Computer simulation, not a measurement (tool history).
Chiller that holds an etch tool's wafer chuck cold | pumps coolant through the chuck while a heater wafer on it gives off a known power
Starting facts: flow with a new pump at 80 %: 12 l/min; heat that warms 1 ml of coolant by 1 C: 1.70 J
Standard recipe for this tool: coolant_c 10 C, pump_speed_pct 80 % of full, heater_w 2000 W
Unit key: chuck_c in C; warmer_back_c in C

run	hour	coolant_c	pump_speed_pct	heater_w	chuck_c	warmer_back_c
1	0.0	10	80	2000	31.3	5.97
2	54.6	10	79	2000	31.6	6.07
3	132.2	10	64	2000	36.2	7.61
4	191.4	10	64	2000	36.2	7.55
5	247.8	10	74	2000	32.9	6.51
6	315.4	10	74	2000	33.0	6.51
7	377.6	10	74	2000	33.0	6.55
8	457.1	10	74	2000	33.0	6.57
9	513.7	10	74	2000	33.1	6.57
10	580.6	10	80	2000	31.6	6.00
11	636.3	10	80	1668	27.9	4.99
12	706.1	10	80	1668	28.2	5.05
13	758.5	10	80	1668	28.1	5.05
14	795.5	6	64	1188	21.4	4.56
15	852.2	6	64	1188	21.4	4.53
16	931.1	4	78	2136	27.9	6.70
17	1006.5	19	76	2136	43.4	6.87
# hour 1059.0: chiller's thermometer calibrated
18	1059.0	19	76	2136	43.9	6.85
19	1126.3	8	75	2208	34.2	7.25
20	1192.5	7	90	2049	27.9	5.59
21	1263.4	3	80	1826	23.4	5.59
22	1333.7	3	80	1826	23.5	5.60

What if the next run were any one of these 5? Each begins from the tool's condition after run 22:
A	1395.5	3	91	1368	?	?
B	1395.5	1	90	1116	?	?
C	1395.5	8	80	2879	?	?
D	1395.5	17	66	2267	?	?
E	1395.5	13	80	1233	?	?

run	chuck_c	warmer_back_c
A	16.9	3.63
B	12.3	3.02
C	40.7	8.85
D	47.1	8.48
E	26.9	3.84
Without the tool's hidden state the same runs would have given:
run	chuck_c	warmer_back_c
A	15.5	3.48
B	11.1	2.90
C	37.3	8.49
D	44.0	8.13
E	25.5	3.68
